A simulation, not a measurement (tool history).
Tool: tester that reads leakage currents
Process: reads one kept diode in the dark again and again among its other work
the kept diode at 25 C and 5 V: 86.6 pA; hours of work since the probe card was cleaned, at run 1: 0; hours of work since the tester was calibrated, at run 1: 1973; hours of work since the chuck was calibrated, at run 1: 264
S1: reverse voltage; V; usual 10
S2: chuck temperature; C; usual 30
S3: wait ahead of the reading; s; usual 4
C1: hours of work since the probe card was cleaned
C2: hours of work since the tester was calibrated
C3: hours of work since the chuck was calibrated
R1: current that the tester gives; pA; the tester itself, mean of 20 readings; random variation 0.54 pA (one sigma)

run      day    S1  S2    S3    C1    C2    C3      R1
  1        0    10  30     4     0  1973   264  174.58
  2    5.008    10  30     4    50  2023   314  174.87
  3    12.65    10  30  0.73   126  2099   391  176.71
  4   21.967    10  30     4   219  2192   484  174.24
  5   30.671    10  30     4   306  2279   570  174.68
  6    35.65    10  30     4   356  2329   620  174.74
  7   44.692    10  30     4   446  2419   710  173.48
  8   51.529    10  30  2.65   514  2487   779  173.79
  9   56.292    10  30     4   562  2535   826  173.52
 10   60.692    10  30     4   606  2578   870  173.16
 11   67.604    10  30     4   675  2647   939  173.72
 12   76.325    10  30     4   762  2734  1026   173.5
 13   85.733    10  41     4   856  2828  1120  360.01
      91.929  -- chuck's temperature calibrated
 14    92.25   6.6  30     4   920  2893     3  148.62
 15   97.692   9.3  30     4   974  2947    58  179.86
 16  103.162   9.3  30     4  1029  3002   112  180.05
 17  112.471  14.4  30     4  1122  3094   205  228.66
 18  121.204    10  30     4  1209  3182   292  185.47
 19  130.933    10  30     4  1306  3279   389   185.5
 20  140.292    10  30  1.12  1399  3372   483  187.56
 21  149.754   2.1  30     4  1494  3467   577   78.09
 22  154.462   2.1  30     4  1541  3514   624   78.48
 23  163.258   2.1  30  1.11  1629  3601   712   78.05
 24  171.904   2.1  30  1.11  1715  3688   798   77.97
 25  177.504   2.1  30  1.11  1771  3744   854   77.73
 26  182.808  14.7  26  0.58  1824  3796   907  182.91
     191.267  -- probe card cleaned and baked
 27  191.854    10  30  6.28     6  3886   996  167.83
 28  199.417  16.9  22  6.28    81  3961  1072  124.07
 29  207.804  14.3  31  4.88   165  4045  1155  217.02
     210.275  -- chuck's temperature calibrated
 30  213.367     2  22  3.44   220  4099    31   42.35
 31  218.254     1  58  4.38   269  4148    80  323.27
 32  224.742     1  24  5.26   333  4213   144    33.7
 33  233.408   8.6  27  0.74   420  4299   231  134.51
 34  241.333   4.5  31  0.38   499  4379   310  126.74
 35  250.571   4.5  22  0.38   591  4471   402   67.62
 36  258.067   4.5  22  0.38   666  4546   477   67.75
 37  266.442   7.5  55  1.74   750  4629   561   765.9
 38  275.846   2.3  30     4   843  4723   654   79.67
 39    281.2   5.5  39     4   897  4776   708   232.4

5 ways to go on from here, each from the tool as it stands after run 39. What would each give?
  A  285.6   5.5  39  4.28  941  4820  752   ?
  B  285.6   1.4  31  4.83  941  4820  752   ?
  C  285.6   9.3  26  0.53  941  4820  752   ?
  D  285.6    10  30  0.55  941  4820  752   ?
  E  285.6  14.4  40  0.34  941  4820  752   ?

run      R1
  A  231.88
  B   65.35
  C  131.79
  D  178.75
  E  426.73
Without the tool's hidden state the same runs would have given:
run      R1
  A  243.29
  B   68.85
  C  133.36
  D  182.96
  E  443.48

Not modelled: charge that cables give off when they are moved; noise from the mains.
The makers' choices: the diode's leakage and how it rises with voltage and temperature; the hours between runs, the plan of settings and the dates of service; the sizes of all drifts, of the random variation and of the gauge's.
